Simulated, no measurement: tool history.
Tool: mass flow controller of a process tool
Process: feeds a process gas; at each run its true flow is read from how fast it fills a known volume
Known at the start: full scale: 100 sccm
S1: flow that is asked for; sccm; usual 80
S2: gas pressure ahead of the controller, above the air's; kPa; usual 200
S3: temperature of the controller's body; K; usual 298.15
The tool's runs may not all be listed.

{"run": 1, "hour": 0.0, "S1": 80, "S2": 200, "S3": 298.15, "true flow (%)": 99.62}
{"run": 2, "hour": 71.9, "S1": 80, "S2": 200, "S3": 298.15, "true flow (%)": 99.82}
{"run": 3, "hour": 161.2, "S1": 80, "S2": 200, "S3": 298.15, "true flow (%)": 99.73}
{"run": 4, "hour": 218.4, "S1": 25, "S2": 200, "S3": 298.15, "true flow (%)": 98.95}
{"run": 5, "hour": 278.0, "S1": 80, "S2": 200, "S3": 298.15, "true flow (%)": 99.62}
{"run": 6, "hour": 349.9, "S1": 80, "S2": 200, "S3": 298.15, "true flow (%)": 99.58}
{"run": 7, "hour": 420.8, "S1": 80, "S2": 200, "S3": 298.15, "true flow (%)": 99.7}
{"run": 8, "hour": 459.6, "S1": 80, "S2": 200, "S3": 307.15, "true flow (%)": 100.55}
{"run": 9, "hour": 528.7, "S1": 80, "S2": 200, "S3": 307.15, "true flow (%)": 100.57}
{"run": 10, "hour": 594.9, "S1": 80, "S2": 200, "S3": 307.15, "true flow (%)": 100.56}
{"run": 11, "hour": 645.8, "S1": 80, "S2": 200, "S3": 307.15, "true flow (%)": 100.54}
{"run": 12, "hour": 706.2, "S1": 34, "S2": 179, "S3": 293.15, "true flow (%)": 98.8}
{"run": 13, "hour": 759.7, "S1": 80, "S2": 143, "S3": 313.15, "true flow (%)": 101.13}
{"run": 14, "hour": 846.0, "S1": 89, "S2": 156, "S3": 302.15, "true flow (%)": 100.37}
{"run": 15, "hour": 899.3, "S1": 72, "S2": 156, "S3": 305.15, "true flow (%)": 100.27}
{"run": 16, "hour": 973.4, "S1": 80, "S2": 250, "S3": 296.15, "true flow (%)": 99.4}
{"run": 17, "hour": 1039.5, "S1": 10, "S2": 250, "S3": 297.15, "true flow (%)": 98.63}
{"run": 18, "hour": 1132.9, "S1": 12, "S2": 190, "S3": 296.15, "true flow (%)": 98.57}
{"run": 19, "hour": 1193.8, "S1": 80, "S2": 185, "S3": 303.15, "true flow (%)": 100.18}

Forecast each of these 5 alternatives for the next run:
{"run": "A", "hour": 1283.2, "S1": 23, "S2": 187, "S3": 304.15, "true flow (%)": "?"}
{"run": "B", "hour": 1283.2, "S1": 40, "S2": 160, "S3": 303.15, "true flow (%)": "?"}
{"run": "C", "hour": 1283.2, "S1": 80, "S2": 142, "S3": 303.15, "true flow (%)": "?"}
{"run": "D", "hour": 1283.2, "S1": 29, "S2": 145, "S3": 303.15, "true flow (%)": "?"}
{"run": "E", "hour": 1283.2, "S1": 61, "S2": 206, "S3": 311.15, "true flow (%)": "?"}

run=A true_flow_(%)=99.46
run=B true_flow_(%)=99.64
run=C true_flow_(%)=100.34
run=D true_flow_(%)=99.65
run=E true_flow_(%)=100.65
Without the tool's hidden state the same runs would have given:
run=A true_flow_(%)=99.46
run=B true_flow_(%)=99.64
run=C true_flow_(%)=100.34
run=D true_flow_(%)=99.65
run=E true_flow_(%)=100.65
